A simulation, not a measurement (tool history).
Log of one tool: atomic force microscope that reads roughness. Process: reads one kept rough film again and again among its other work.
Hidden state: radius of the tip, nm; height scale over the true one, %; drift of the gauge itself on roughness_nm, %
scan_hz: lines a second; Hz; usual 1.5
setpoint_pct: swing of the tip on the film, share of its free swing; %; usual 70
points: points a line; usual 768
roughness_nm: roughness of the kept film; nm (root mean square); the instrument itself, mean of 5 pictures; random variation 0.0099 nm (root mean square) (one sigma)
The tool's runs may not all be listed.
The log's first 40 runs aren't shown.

run	day	scan_hz	setpoint_pct	points	pictures with this tip	hours of work since the height scale was calibrated	roughness_nm
41	70.196	1.15	73	897	307	48	2.167
42	71.604	0.74	70	741	335	63	2.192
# day 72.171: new tip fitted
43	73.438	0.74	70	741	25	82	2.346
44	75.533	1.5	70	751	66	104	2.258
45	77.167	1.31	70	751	98	121	2.25
46	79.271	1.31	70	751	140	144	2.221
47	81.688	1.18	76	665	187	169	2.175
48	83.179	1.24	70	901	217	185	2.202
49	84.408	1.24	70	901	241	198	2.219
50	85.962	1.5	70	768	271	214	2.151
51	87.712	1.5	70	768	306	233	2.131

Forecast each of these 4 alternatives for the next run:
A	89.183	1.24	87	768	334	248	?
B	89.183	1.5	80	768	334	248	?
C	89.183	3.17	81	873	334	248	?
D	89.183	1.72	70	746	334	248	?

run	roughness_nm
A	2
B	2.047
C	1.797
D	2.11
Without the tool's hidden state the same runs would have given:
run	roughness_nm
A	2.135
B	2.184
C	1.918
D	2.252
